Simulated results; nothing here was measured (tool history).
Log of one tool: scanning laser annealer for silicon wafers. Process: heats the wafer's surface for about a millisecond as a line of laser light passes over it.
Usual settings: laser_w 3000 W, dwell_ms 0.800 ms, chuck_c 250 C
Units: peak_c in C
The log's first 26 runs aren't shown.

{"run": 27, "day": 10.033, "laser_w": 2625, "dwell_ms": 0.915, "chuck_c": 273, "peak_c": 922}
{"run": 28, "day": 10.421, "laser_w": 2625, "dwell_ms": 0.915, "chuck_c": 273, "peak_c": 922}
{"run": 29, "day": 10.704, "laser_w": 2625, "dwell_ms": 0.915, "chuck_c": 273, "peak_c": 923}
{"run": 30, "day": 11.071, "laser_w": 2992, "dwell_ms": 0.628, "chuck_c": 246, "peak_c": 887}
{"run": 31, "day": 11.608, "laser_w": 3000, "dwell_ms": 0.813, "chuck_c": 211, "peak_c": 930}
{"run": 32, "day": 12.029, "laser_w": 3000, "dwell_ms": 0.918, "chuck_c": 220, "peak_c": 980}
{"run": 33, "day": 12.425, "laser_w": 3000, "dwell_ms": 0.8, "chuck_c": 215, "peak_c": 932}
{"run": 34, "day": 12.867, "laser_w": 3000, "dwell_ms": 0.8, "chuck_c": 234, "peak_c": 947}
{"run": 35, "day": 13.154, "laser_w": 2652, "dwell_ms": 0.715, "chuck_c": 221, "peak_c": 805}

4 ways to go on from here, each from the tool as it stands after run 35. What would each give?
{"run": "A", "day": 13.717, "laser_w": 3000, "dwell_ms": 0.659, "chuck_c": 265, "peak_c": "?"}
{"run": "B", "day": 13.717, "laser_w": 3242, "dwell_ms": 0.648, "chuck_c": 268, "peak_c": "?"}
{"run": "C", "day": 13.717, "laser_w": 3171, "dwell_ms": 0.8, "chuck_c": 250, "peak_c": "?"}
{"run": "D", "day": 13.717, "laser_w": 3153, "dwell_ms": 0.8, "chuck_c": 247, "peak_c": "?"}

run=A peak_c=917
run=B peak_c=983
run=C peak_c=1013
run=D peak_c=1006
Without the tool's hidden state the same runs would have given:
run=A peak_c=936
run=B peak_c=1003
run=C peak_c=1035
run=D peak_c=1028
